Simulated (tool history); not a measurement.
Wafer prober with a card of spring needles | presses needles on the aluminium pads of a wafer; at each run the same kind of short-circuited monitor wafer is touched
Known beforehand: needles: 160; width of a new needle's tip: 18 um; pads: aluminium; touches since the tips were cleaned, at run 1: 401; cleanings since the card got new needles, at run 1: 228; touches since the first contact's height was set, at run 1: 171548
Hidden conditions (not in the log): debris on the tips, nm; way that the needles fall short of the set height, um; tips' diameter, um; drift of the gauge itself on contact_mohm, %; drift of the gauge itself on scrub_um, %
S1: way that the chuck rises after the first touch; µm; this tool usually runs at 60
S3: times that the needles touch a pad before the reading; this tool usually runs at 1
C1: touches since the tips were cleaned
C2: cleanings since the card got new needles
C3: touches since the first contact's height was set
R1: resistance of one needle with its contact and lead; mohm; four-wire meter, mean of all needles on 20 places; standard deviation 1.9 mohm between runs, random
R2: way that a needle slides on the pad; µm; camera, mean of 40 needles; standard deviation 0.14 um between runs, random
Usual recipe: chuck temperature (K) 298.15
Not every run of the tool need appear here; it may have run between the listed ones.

{"run": 1, "day": 0.0, "S1": 60, "chuck temperature (K)": 298.15, "S3": 1, "C1": 401, "C2": 228, "C3": 171548, "R1": 333, "R2": 12.6}
{"day": 0.3, "done": "tips cleaned on abrasive film"}
{"day": 0.6, "done": "tips cleaned on abrasive film"}
{"day": 0.975, "done": "tips cleaned on abrasive film"}
{"day": 1.275, "done": "tips cleaned on abrasive film"}
{"day": 1.65, "done": "tips cleaned on abrasive film"}
{"day": 2.021, "done": "tips cleaned on abrasive film"}
{"day": 2.108, "done": "height of the first contact set anew"}
{"day": 2.333, "done": "tips cleaned on abrasive film"}
{"run": 2, "day": 2.529, "S1": 60, "chuck temperature (K)": 298.15, "S3": 1, "C1": 2920, "C2": 235, "C3": 6255, "R1": 723, "R2": 12.36}
{"day": 2.679, "done": "tips cleaned on abrasive film"}
{"day": 3.179, "done": "card fitted with new needles"}
{"day": 3.554, "done": "tips cleaned on abrasive film"}
{"day": 3.929, "done": "tips cleaned on abrasive film"}
{"day": 4.304, "done": "tips cleaned on abrasive film"}
{"day": 4.675, "done": "tips cleaned on abrasive film"}
{"day": 5.05, "done": "tips cleaned on abrasive film"}
{"day": 5.35, "done": "tips cleaned on abrasive film"}
{"run": 3, "day": 5.388, "S1": 60, "chuck temperature (K)": 298.15, "S3": 1, "C1": 530, "C2": 6, "C3": 32760, "R1": 266, "R2": 13.5}
{"day": 5.688, "done": "tips cleaned on abrasive film"}
{"day": 6.058, "done": "tips cleaned on abrasive film"}
{"day": 6.433, "done": "tips cleaned on abrasive film"}
{"day": 6.808, "done": "tips cleaned on abrasive film"}
{"run": 4, "day": 6.929, "S1": 60, "chuck temperature (K)": 298.15, "S3": 1, "C1": 1844, "C2": 10, "C3": 55719, "R1": 356, "R2": 13.2}
{"day": 7.158, "done": "tips cleaned on abrasive film"}
{"day": 7.458, "done": "tips cleaned on abrasive film"}
{"day": 7.829, "done": "tips cleaned on abrasive film"}
{"day": 8.204, "done": "tips cleaned on abrasive film"}
{"day": 8.367, "done": "height of the first contact set anew, once more"}
{"day": 8.517, "done": "tips cleaned on abrasive film"}
{"run": 5, "day": 8.679, "S1": 60, "chuck temperature (K)": 298.15, "S3": 1, "C1": 2462, "C2": 15, "C3": 4685, "R1": 373, "R2": 13.62}
{"day": 8.833, "done": "tips cleaned on abrasive film"}
{"day": 9.208, "done": "tips cleaned on abrasive film"}
{"day": 9.508, "done": "tips cleaned on abrasive film"}
{"day": 9.879, "done": "tips cleaned on abrasive film"}
{"day": 10.254, "done": "tips cleaned on abrasive film"}
{"day": 10.629, "done": "tips cleaned on abrasive film"}
{"day": 11.004, "done": "tips cleaned on abrasive film"}
{"run": 6, "day": 11.279, "S1": 60, "chuck temperature (K)": 298.15, "S3": 1, "C1": 4150, "C2": 22, "C3": 43284, "R1": 445, "R2": 13.02}
{"day": 11.358, "done": "tips cleaned on abrasive film"}
{"day": 11.733, "done": "tips cleaned on abrasive film"}
{"day": 12.033, "done": "tips cleaned on abrasive film"}
{"day": 12.333, "done": "tips cleaned on abrasive film"}
{"day": 12.704, "done": "tips cleaned on abrasive film"}
{"day": 13.004, "done": "tips cleaned on abrasive film"}
{"day": 13.342, "done": "tips cleaned on abrasive film"}
{"run": 7, "day": 13.342, "S1": 45, "chuck temperature (K)": 339.15, "S3": 1, "C1": 0, "C2": 29, "C3": 73862, "R1": 258, "R2": 9.76}
{"day": 13.642, "done": "tips cleaned on abrasive film"}
{"day": 14.017, "done": "tips cleaned on abrasive film"}
{"day": 14.392, "done": "tips cleaned on abrasive film"}
{"day": 14.767, "done": "tips cleaned on abrasive film"}
{"day": 15.138, "done": "tips cleaned on abrasive film"}
{"day": 15.512, "done": "tips cleaned on abrasive film"}
{"day": 15.888, "done": "tips cleaned on abrasive film"}
{"run": 8, "day": 16.058, "S1": 62, "chuck temperature (K)": 319.15, "S3": 2, "C1": 2597, "C2": 36, "C3": 114245, "R1": 321, "R2": 13.41}
{"day": 16.212, "done": "tips cleaned on abrasive film"}
{"day": 16.512, "done": "tips cleaned on abrasive film"}
{"day": 16.888, "done": "tips cleaned on abrasive film"}
{"day": 17.258, "done": "tips cleaned on abrasive film"}
{"day": 17.633, "done": "tips cleaned on abrasive film"}
{"day": 18.008, "done": "tips cleaned on abrasive film"}
{"day": 18.308, "done": "tips cleaned on abrasive film"}
{"run": 9, "day": 18.504, "S1": 50, "chuck temperature (K)": 337.15, "S3": 1, "C1": 2974, "C2": 43, "C3": 150561, "R1": 586, "R2": 10.6}
{"day": 18.658, "done": "tips cleaned on abrasive film"}
{"day": 19.033, "done": "tips cleaned on abrasive film"}
{"day": 19.333, "done": "tips cleaned on abrasive film"}
{"day": 19.704, "done": "tips cleaned on abrasive film"}
{"day": 20.004, "done": "tips cleaned on abrasive film"}
{"day": 20.379, "done": "tips cleaned on abrasive film"}
{"day": 20.679, "done": "tips cleaned on abrasive film"}
{"day": 21.054, "done": "tips cleaned on abrasive film"}
{"run": 10, "day": 21.058, "S1": 74, "chuck temperature (K)": 307.15, "S3": 2, "C1": 62, "C2": 51, "C3": 188409, "R1": 215, "R2": 15.65}
{"day": 21.358, "done": "tips cleaned on abrasive film"}
{"day": 21.733, "done": "tips cleaned on abrasive film"}
{"day": 22.042, "done": "height of the first contact set anew"}
{"day": 22.117, "done": "tips cleaned on abrasive film"}
{"day": 22.492, "done": "tips cleaned on abrasive film"}
{"run": 11, "day": 22.608, "S1": 40, "chuck temperature (K)": 335.15, "S3": 2, "C1": 1762, "C2": 55, "C3": 8431, "R1": 447, "R2": 8.71}

Run by run, hidden condition taken away, random variation retained:
run=1 R1=202 R2=13.43
run=2 R1=201 R2=13.59
run=3 R1=202 R2=13.66
run=4 R1=205 R2=13.47
run=5 R1=203 R2=13.65
run=6 R1=202 R2=13.23
run=7 R1=222 R2=10.15
run=8 R1=204 R2=13.97
run=9 R1=220 R2=11.35
run=10 R1=203 R2=16.59
run=11 R1=223 R2=8.76

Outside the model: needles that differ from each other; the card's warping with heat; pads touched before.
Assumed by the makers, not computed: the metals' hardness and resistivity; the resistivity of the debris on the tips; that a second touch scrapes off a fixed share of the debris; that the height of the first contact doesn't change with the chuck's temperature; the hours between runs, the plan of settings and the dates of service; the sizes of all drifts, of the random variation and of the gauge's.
